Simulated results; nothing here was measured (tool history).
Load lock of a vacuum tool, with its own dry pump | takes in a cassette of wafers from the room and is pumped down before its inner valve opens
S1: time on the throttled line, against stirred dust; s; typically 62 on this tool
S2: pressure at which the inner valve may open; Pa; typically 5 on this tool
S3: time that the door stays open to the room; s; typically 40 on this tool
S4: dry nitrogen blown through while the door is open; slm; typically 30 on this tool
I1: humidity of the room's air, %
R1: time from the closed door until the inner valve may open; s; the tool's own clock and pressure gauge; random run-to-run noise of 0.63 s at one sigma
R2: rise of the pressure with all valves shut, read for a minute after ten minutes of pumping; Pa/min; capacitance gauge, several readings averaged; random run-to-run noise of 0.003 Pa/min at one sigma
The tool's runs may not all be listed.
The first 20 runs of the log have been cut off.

{"run": 21, "day": 69.058, "S1": 62, "S2": 5, "S3": 46, "S4": 4, "I1": 44.7, "R1": 95.9, "R2": 0.154}
{"run": 22, "day": 71.988, "S1": 62, "S2": 7, "S3": 40, "S4": 30, "I1": 43.0, "R1": 95.0, "R2": 0.123}
{"run": 23, "day": 76.671, "S1": 62, "S2": 7, "S3": 40, "S4": 30, "I1": 46.2, "R1": 94.2, "R2": 0.126}
{"run": 24, "day": 79.575, "S1": 78, "S2": 7, "S3": 29, "S4": 17, "I1": 44.0, "R1": 108.2, "R2": 0.132}
{"run": 25, "day": 82.596, "S1": 78, "S2": 7, "S3": 29, "S4": 17, "I1": 44.2, "R1": 108.0, "R2": 0.139}
{"run": 26, "day": 86.358, "S1": 82, "S2": 9, "S3": 236, "S4": 19, "I1": 46.4, "R1": 109.4, "R2": 0.201}
{"run": 27, "day": 90.046, "S1": 57, "S2": 5, "S3": 62, "S4": 41, "I1": 42.1, "R1": 91.1, "R2": 0.142}
{"run": 28, "day": 93.1, "S1": 62, "S2": 4, "S3": 99, "S4": 30, "I1": 45.0, "R1": 96.7, "R2": 0.15}
{"run": 29, "day": 97.746, "S1": 62, "S2": 4, "S3": 99, "S4": 30, "I1": 45.0, "R1": 97.5, "R2": 0.164}
{"run": 30, "day": 101.771, "S1": 87, "S2": 5, "S3": 40, "S4": 6, "I1": 44.3, "R1": 116.6, "R2": 0.171}
{"run": 31, "day": 105.946, "S1": 87, "S2": 5, "S3": 40, "S4": 6, "I1": 45.8, "R1": 117.4, "R2": 0.169}
{"run": 32, "day": 109.942, "S1": 122, "S2": 5, "S3": 30, "S4": 30, "I1": 44.5, "R1": 146.7, "R2": 0.145}

Run 33 has not been measured yet. What should we expect?
{"run": 33, "day": 112.396, "S1": 122, "S2": 5, "S3": 30, "S4": 30, "I1": 45.7, "R1": "?", "R2": "?"}

Run 33 yielded R1 146.4 s, R2 0.154 Pa/min.
Had the tool carried no hidden state, the very same run would have given R1 143.4 s, R2 0.028 Pa/min.

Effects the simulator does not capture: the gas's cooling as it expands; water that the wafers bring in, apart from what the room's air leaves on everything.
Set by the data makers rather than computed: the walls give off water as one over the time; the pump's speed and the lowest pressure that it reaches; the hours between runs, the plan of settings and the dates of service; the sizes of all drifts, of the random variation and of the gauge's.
